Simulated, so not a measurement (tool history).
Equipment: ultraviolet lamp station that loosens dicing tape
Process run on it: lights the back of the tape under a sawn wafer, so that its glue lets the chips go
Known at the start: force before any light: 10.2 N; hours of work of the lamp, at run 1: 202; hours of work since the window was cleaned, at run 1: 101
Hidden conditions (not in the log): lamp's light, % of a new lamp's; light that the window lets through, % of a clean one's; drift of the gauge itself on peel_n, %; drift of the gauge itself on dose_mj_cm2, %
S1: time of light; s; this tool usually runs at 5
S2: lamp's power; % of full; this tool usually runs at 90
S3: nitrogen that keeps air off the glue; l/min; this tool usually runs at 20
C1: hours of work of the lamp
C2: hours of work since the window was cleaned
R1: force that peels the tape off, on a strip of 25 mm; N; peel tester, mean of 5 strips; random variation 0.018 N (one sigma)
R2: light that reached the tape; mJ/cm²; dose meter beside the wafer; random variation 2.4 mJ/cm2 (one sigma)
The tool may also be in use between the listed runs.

run 1 hour=0.0 | S1=5 S2=90 S3=20 | C1=202 C2=101 | R1=0.889 R2=261
run 2 hour=42.5 | S1=2 S2=90 S3=20 | C1=225 C2=123 | R1=3.691 R2=101
run 3 hour=83.5 | S1=2 S2=90 S3=20 | C1=246 C2=145 | R1=3.605 R2=103
run 4 hour=112.2 | S1=2 S2=90 S3=20 | C1=261 C2=160 | R1=3.759 R2=106
run 5 hour=154.6 | S1=6 S2=90 S3=20 | C1=283 C2=182 | R1=0.566 R2=311
run 6 hour=189.3 | S1=5 S2=90 S3=20 | C1=302 C2=200 | R1=0.908 R2=262
run 7 hour=228.9 | S1=3 S2=90 S3=20 | C1=322 C2=221 | R1=2.356 R2=153
run 8 hour=257.2 | S1=3 S2=90 S3=20 | C1=337 C2=236 | R1=2.296 R2=158
run 9 hour=308.5 | S1=3 S2=90 S3=20 | C1=364 C2=263 | R1=2.322 R2=154
run 10 hour=357.1 | S1=8 S2=69 S3=13 | C1=390 C2=288 | R1=0.726 R2=321
run 11 hour=397.9 | S1=6 S2=85 S3=6 | C1=411 C2=310 | R1=1.419 R2=293
run 12 hour=446.8 | S1=6 S2=85 S3=6 | C1=437 C2=335 | R1=1.404 R2=299
run 13 hour=475.0 | S1=3 S2=68 S3=19 | C1=451 C2=350 | R1=3.269 R2=120
run 14 hour=502.4 | S1=5 S2=90 S3=14 | C1=466 C2=365 | R1=1.076 R2=258

3 ways to go on from here, each from the tool as it stands after run 14. What would each give?
run A hour=542.7 | S1=2 S2=77 S3=26 | C1=487 C2=386 | R1=? R2=?
run B hour=542.7 | S1=5 S2=90 S3=6 | C1=487 C2=386 | R1=? R2=?
run C hour=542.7 | S1=5 S2=71 S3=8 | C1=487 C2=386 | R1=? R2=?

run=A R1=4.022 R2=90
run=B R1=1.832 R2=260
run=C R1=2.354 R2=208
What these runs would have given with no unlogged condition in the tool:
run=A R1=4.014 R2=90
run=B R1=1.826 R2=260
run=C R1=2.347 R2=208

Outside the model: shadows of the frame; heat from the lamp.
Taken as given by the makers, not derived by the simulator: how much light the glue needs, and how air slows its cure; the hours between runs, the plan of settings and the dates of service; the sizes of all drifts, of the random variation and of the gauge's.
